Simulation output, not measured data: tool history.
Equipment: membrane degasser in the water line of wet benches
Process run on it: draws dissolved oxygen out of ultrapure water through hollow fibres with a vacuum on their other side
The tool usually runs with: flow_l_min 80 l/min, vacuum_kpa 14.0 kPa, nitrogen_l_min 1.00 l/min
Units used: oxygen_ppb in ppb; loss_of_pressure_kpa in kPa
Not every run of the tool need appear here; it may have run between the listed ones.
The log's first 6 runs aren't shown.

{"run": 7, "hour": 350.6, "flow_l_min": 80, "vacuum_kpa": 14.0, "nitrogen_l_min": 1.0, "oxygen_ppb": 1319.6, "loss_of_pressure_kpa": 59.91}
{"run": 8, "hour": 411.2, "flow_l_min": 80, "vacuum_kpa": 14.0, "nitrogen_l_min": 1.0, "oxygen_ppb": 1319.5, "loss_of_pressure_kpa": 59.47}
{"run": 9, "hour": 448.4, "flow_l_min": 80, "vacuum_kpa": 14.0, "nitrogen_l_min": 1.0, "oxygen_ppb": 1318.7, "loss_of_pressure_kpa": 59.71}
{"run": 10, "hour": 476.8, "flow_l_min": 80, "vacuum_kpa": 14.0, "nitrogen_l_min": 1.0, "oxygen_ppb": 1320.0, "loss_of_pressure_kpa": 59.58}
{"run": 11, "hour": 525.3, "flow_l_min": 80, "vacuum_kpa": 14.0, "nitrogen_l_min": 1.0, "oxygen_ppb": 1319.5, "loss_of_pressure_kpa": 59.24}
{"run": 12, "hour": 564.8, "flow_l_min": 80, "vacuum_kpa": 14.0, "nitrogen_l_min": 1.0, "oxygen_ppb": 1318.7, "loss_of_pressure_kpa": 59.44}
{"run": 13, "hour": 629.3, "flow_l_min": 80, "vacuum_kpa": 14.0, "nitrogen_l_min": 1.0, "oxygen_ppb": 1319.1, "loss_of_pressure_kpa": 59.97}
{"run": 14, "hour": 697.0, "flow_l_min": 74, "vacuum_kpa": 14.0, "nitrogen_l_min": 1.0, "oxygen_ppb": 1249.2, "loss_of_pressure_kpa": 55.08}
{"run": 15, "hour": 731.9, "flow_l_min": 74, "vacuum_kpa": 14.0, "nitrogen_l_min": 1.0, "oxygen_ppb": 1249.2, "loss_of_pressure_kpa": 55.0}
{"run": 16, "hour": 791.0, "flow_l_min": 80, "vacuum_kpa": 14.0, "nitrogen_l_min": 0.65, "oxygen_ppb": 1678.1, "loss_of_pressure_kpa": 59.81}

What will run 17 give?
{"run": 17, "hour": 843.8, "flow_l_min": 80, "vacuum_kpa": 14.0, "nitrogen_l_min": 0.65, "oxygen_ppb": "?", "loss_of_pressure_kpa": "?"}

oxygen_ppb: 1679.6 ppb
loss_of_pressure_kpa: 59.56 kPa
If the tool had no hidden condition, the same run with the same run-to-run variation would have returned oxygen_ppb 1679.7 ppb, loss_of_pressure_kpa 59.56 kPa.

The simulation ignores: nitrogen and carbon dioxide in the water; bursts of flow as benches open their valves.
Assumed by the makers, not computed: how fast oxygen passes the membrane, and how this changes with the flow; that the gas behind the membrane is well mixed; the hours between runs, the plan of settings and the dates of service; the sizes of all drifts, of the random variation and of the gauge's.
